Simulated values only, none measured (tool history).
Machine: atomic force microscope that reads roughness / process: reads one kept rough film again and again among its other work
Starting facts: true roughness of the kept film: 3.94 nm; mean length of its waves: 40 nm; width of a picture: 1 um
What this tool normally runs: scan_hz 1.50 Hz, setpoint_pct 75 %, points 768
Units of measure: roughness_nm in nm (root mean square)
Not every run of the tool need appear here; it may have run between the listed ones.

run   hour  scan_hz  setpoint_pct  points  roughness_nm
  1    0.0     1.50            75     768         3.330
  2    8.8     0.53            75     768         3.462
  3   14.4     0.53            75     768         3.437
  4   21.1     0.53            75     768         3.423
  5   30.4     0.60            75     768         3.354
      35.6  -- new tip fitted
  6   35.6     1.50            75     768         3.509
  7   42.3     1.50            75     768         3.461
  8   46.4     1.50            75     768         3.436
      48.2  -- height scale calibrated on a step standard
  9   53.4     1.50            75     768         3.437
 10   62.6     1.50            65     768         3.477
 11   66.9     1.50            65     768         3.499
      75.9  -- height scale calibrated on a step standard, once more
 12   76.0     1.50            75     295         3.300
 13   80.9     1.50            75     295         3.286
 14   89.7     2.97            56     768         3.385
 15   96.3     2.97            56     768         3.319
 16  101.6     2.47            79     313         3.030
 17  108.9     3.67            79     386         2.842

The next listed run, before its measurement:
     113.4  -- new tip fitted
 18  116.1     1.11            56     388             ?

Run 18 gave roughness_nm 3.647 nm (root mean square).
If the tool had no hidden condition, the same run with the same run-to-run variation would have returned roughness_nm 3.683 nm (root mean square).
